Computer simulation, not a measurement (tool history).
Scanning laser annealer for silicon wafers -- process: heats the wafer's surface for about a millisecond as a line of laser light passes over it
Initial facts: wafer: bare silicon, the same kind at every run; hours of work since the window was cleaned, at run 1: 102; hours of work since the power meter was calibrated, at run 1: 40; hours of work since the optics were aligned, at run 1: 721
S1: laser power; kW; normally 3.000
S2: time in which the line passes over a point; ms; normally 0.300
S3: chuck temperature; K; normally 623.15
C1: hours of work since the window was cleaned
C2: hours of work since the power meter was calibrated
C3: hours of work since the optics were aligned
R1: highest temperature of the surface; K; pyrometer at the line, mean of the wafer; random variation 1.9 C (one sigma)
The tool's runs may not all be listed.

run,day,S1,S2,S3,C1,C2,C3,R1
1,0.000,3.000,0.300,623.15,102,40,721,1375.15
2,0.500,3.030,0.300,623.15,108,46,727,1386.15
3,1.258,3.228,0.300,623.15,117,55,736,1442.15
4,2.154,3.228,0.300,623.15,127,66,747,1442.15
5,3.017,3.228,0.300,623.15,138,76,758,1441.15
6,3.754,3.228,0.300,623.15,147,85,766,1441.15
7,4.700,2.817,0.300,623.15,158,96,778,1316.15
8,5.138,2.817,0.270,616.15,163,101,783,1273.15
9,5.742,2.677,0.305,640.15,170,109,790,1299.15
10,6.671,2.677,0.305,640.15,181,120,801,1300.15
11,7.388,2.677,0.348,640.15,190,128,810,1347.15
12,8.096,2.929,0.240,640.15,198,137,818,1286.15

Consider 5 possible next runs. They are alternatives, not a sequence: every one starts from the tool as it was left by run 12. What does each give?
A,8.817,2.984,0.279,591.15,207,145,827,?
B,8.817,3.146,0.361,631.15,207,145,827,?
C,8.817,2.650,0.240,640.15,207,145,827,?
D,8.817,3.000,0.300,609.15,207,145,827,?
E,8.817,2.929,0.374,661.15,207,145,827,?

run,R1
A,1304.15
B,1501.15
C,1209.15
D,1355.15
E,1473.15
Take away the tool's hidden state, keep each run's random variation, and the runs would have read:
run,R1
A,1325.15
B,1527.15
C,1226.15
D,1377.15
E,1498.15
